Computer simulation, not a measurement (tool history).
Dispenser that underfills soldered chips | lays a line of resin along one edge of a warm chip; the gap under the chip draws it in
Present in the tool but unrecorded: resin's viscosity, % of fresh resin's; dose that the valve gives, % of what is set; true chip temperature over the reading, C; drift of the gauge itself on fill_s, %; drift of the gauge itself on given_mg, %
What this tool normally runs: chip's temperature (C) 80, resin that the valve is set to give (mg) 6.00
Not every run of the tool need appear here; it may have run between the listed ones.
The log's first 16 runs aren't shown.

| run | day | chip's temperature (C) | resin that the valve is set to give (mg) | hours of work since the syringe was changed | hours of work since the valve was cleaned | hours of work since the stage was calibrated | time until the resin shows at the far edge (s) | resin that the valve gave (mg) |
|---|---|---|---|---|---|---|---|---|
| 17 | 2.267 | 80 | 6.00 | 3 | 58 | 116 | 12.6 | 5.60 |
|  | 2.454 | new syringe of resin |
| 18 | 2.454 | 68 | 6.49 | 0 | 61 | 118 | 17.2 | 6.09 |
| 19 | 2.583 | 68 | 6.49 | 2 | 63 | 120 | 19.5 | 5.99 |
| 20 | 2.779 | 76 | 5.28 | 5 | 66 | 123 | 18.5 | 5.02 |
|  | 2.821 | new syringe of resin |
| 21 | 2.967 | 72 | 7.51 | 2 | 68 | 126 | 16.9 | 6.97 |
| 22 | 3.083 | 72 | 7.51 | 4 | 70 | 128 | 20.0 | 6.87 |
|  | 3.192 | new syringe of resin |
| 23 | 3.258 | 86 | 6.83 | 1 | 72 | 130 | 9.5 | 6.28 |
| 24 | 3.371 | 75 | 5.77 | 3 | 74 | 132 | 15.8 | 5.41 |
| 25 | 3.454 | 88 | 7.40 | 4 | 75 | 133 | 11.1 | 6.89 |
|  | 3.562 | new syringe of resin |
| 26 | 3.612 | 88 | 7.40 | 1 | 78 | 135 | 8.2 | 6.76 |
| 27 | 3.742 | 89 | 7.40 | 3 | 80 | 137 | 9.2 | 6.83 |
| 28 | 3.875 | 85 | 7.40 | 5 | 82 | 139 | 12.7 | 6.74 |
|  | 3.929 | new syringe of resin |
| 29 | 4.008 | 85 | 7.40 | 1 | 84 | 141 | 9.4 | 6.80 |
| 30 | 4.125 | 71 | 5.39 | 3 | 85 | 143 | 19.7 | 5.02 |
| 31 | 4.221 | 81 | 5.25 | 4 | 87 | 144 | 15.1 | 4.77 |
|  | 4.292 | new syringe of resin |
| 32 | 4.333 | 94 | 7.40 | 1 | 88 | 146 | 6.7 | 6.83 |
| 33 | 4.450 | 94 | 7.40 | 2 | 90 | 148 | 7.5 | 6.78 |

Branching from run 33: 5 alternative next runs. What would each branch give?
|  | 4.658 | new syringe of resin |
| A | 4.662 | 76 | 5.45 | 0 | 93 | 151 | ? | ? |
|  | 4.658 | new syringe of resin |
| B | 4.662 | 75 | 6.20 | 0 | 93 | 151 | ? | ? |
|  | 4.658 | new syringe of resin |
| C | 4.662 | 91 | 5.93 | 0 | 93 | 151 | ? | ? |
|  | 4.658 | new syringe of resin |
| D | 4.662 | 94 | 5.34 | 0 | 93 | 151 | ? | ? |
|  | 4.658 | new syringe of resin |
| E | 4.662 | 76 | 7.01 | 0 | 93 | 151 | ? | ? |

| run | time until the resin shows at the far edge (s) | resin that the valve gave (mg) |
|---|---|---|
| A | 13.7 | 5.02 |
| B | 13.1 | 5.68 |
| C | 7.5 | 5.36 |
| D | 6.8 | 4.85 |
| E | 12.0 | 6.31 |
The same runs, with their run-to-run variation unchanged, on a tool lacking any hidden condition would have given:
| run | time until the resin shows at the far edge (s) | resin that the valve gave (mg) |
|---|---|---|
| A | 13.3 | 5.51 |
| B | 12.7 | 6.24 |
| C | 7.3 | 5.89 |
| D | 6.6 | 5.33 |
| E | 11.8 | 6.94 |

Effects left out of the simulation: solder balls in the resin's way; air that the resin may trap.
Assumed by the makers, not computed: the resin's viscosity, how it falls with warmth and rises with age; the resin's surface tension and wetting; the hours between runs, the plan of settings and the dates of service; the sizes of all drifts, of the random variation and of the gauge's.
